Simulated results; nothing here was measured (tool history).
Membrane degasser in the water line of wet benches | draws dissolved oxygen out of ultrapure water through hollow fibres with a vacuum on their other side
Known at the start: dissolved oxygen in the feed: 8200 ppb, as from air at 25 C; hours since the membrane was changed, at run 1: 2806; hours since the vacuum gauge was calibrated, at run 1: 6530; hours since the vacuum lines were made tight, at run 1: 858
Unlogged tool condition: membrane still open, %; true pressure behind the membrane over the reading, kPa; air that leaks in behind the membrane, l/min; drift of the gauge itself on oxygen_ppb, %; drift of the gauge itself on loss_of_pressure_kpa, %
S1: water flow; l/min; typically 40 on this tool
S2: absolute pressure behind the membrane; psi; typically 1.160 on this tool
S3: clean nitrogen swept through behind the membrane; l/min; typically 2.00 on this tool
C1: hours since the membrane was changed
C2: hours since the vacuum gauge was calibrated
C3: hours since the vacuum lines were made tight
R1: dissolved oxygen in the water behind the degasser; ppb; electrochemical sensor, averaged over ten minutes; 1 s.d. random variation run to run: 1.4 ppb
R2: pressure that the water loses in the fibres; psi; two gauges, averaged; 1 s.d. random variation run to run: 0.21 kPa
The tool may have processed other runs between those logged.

run	hour	S1	S2	S3	C1	C2	C3	R1	R2
1	0.0	40	1.160	2.00	2806	6530	858	228.6	6.959
2	109.4	40	1.160	2.00	2916	6640	967	227.6	6.997
3	214.4	40	1.160	1.91	3021	6745	1072	232.1	7.005
4	267.1	61	1.160	2.00	3073	6797	1125	359.7	10.602
5	363.2	40	2.486	2.00	3169	6894	1221	598.4	6.978
6	447.6	40	2.486	2.00	3254	6978	1305	597.9	6.902
7	519.8	40	1.160	2.44	3326	7050	1378	190.8	6.972
8	575.7	32	1.160	2.44	3382	7106	1433	151.9	5.542
9	634.1	32	1.160	1.59	3440	7164	1492	221.3	5.603
10	709.9	32	1.160	1.59	3516	7240	1568	221.3	5.609
# hour 744.7: vacuum gauge calibrated
11	768.4	40	1.160	2.34	3574	24	1626	190.4	7.002
12	866.9	40	1.160	2.00	3673	122	1724	219.0	6.966
13	976.1	40	1.160	2.00	3782	231	1833	219.9	6.957
14	1037.6	40	1.160	2.00	3843	293	1895	219.9	7.005
15	1083.3	40	0.854	2.00	3889	339	1941	127.1	6.992
16	1167.1	40	1.479	2.00	3973	422	2024	310.6	6.981
17	1235.9	40	1.479	2.00	4042	491	2093	312.7	7.042
18	1337.0	28	1.160	5.28	4143	592	2194	62.6	4.920
19	1406.2	28	1.160	5.28	4212	662	2263	62.9	4.918
20	1472.2	31	1.160	1.61	4278	728	2329	203.6	5.430
21	1545.9	60	0.988	1.17	4352	801	2403	394.5	10.515
22	1626.0	47	2.039	2.00	4432	881	2483	543.0	8.292
23	1676.4	47	2.039	2.00	4482	932	2534	544.5	8.253
24	1735.0	26	1.027	4.07	4541	990	2592	60.6	4.599
25	1818.1	26	1.952	3.52	4624	1073	2675	180.4	4.572
26	1900.4	30	1.002	0.85	4706	1156	2758	264.2	5.258
27	1966.1	37	1.160	2.00	4772	1221	2823	203.4	6.489
28	2066.3	37	1.160	2.00	4872	1322	2924	204.6	6.469
29	2152.6	40	1.160	2.00	4958	1408	3010	222.1	7.063
30	2216.8	34	2.161	1.52	5023	1472	3074	554.4	6.009
31	2308.2	33	1.447	4.43	5114	1564	3166	123.9	5.826
32	2385.5	40	0.985	2.00	5191	1641	3243	168.7	7.021
33	2441.3	29	0.751	1.21	5247	1697	3299	105.7	5.133

Consider 3 possible next runs. They are alternatives, not a sequence: every one starts from the tool as it was left by run 33. What does each give?
A	2530.6	40	1.050	2.00	5336	1786	3388	?	?
B	2530.6	29	2.487	1.21	5336	1786	3388	?	?
C	2530.6	40	2.374	2.00	5336	1786	3388	?	?

run	R1	R2
A	187.5	7.102
B	679.6	5.104
C	564.8	7.076
The same runs, with their run-to-run variation unchanged, on a tool lacking any hidden condition would have given:
run	R1	R2
A	184.7	6.892
B	675.8	4.953
C	560.5	6.869
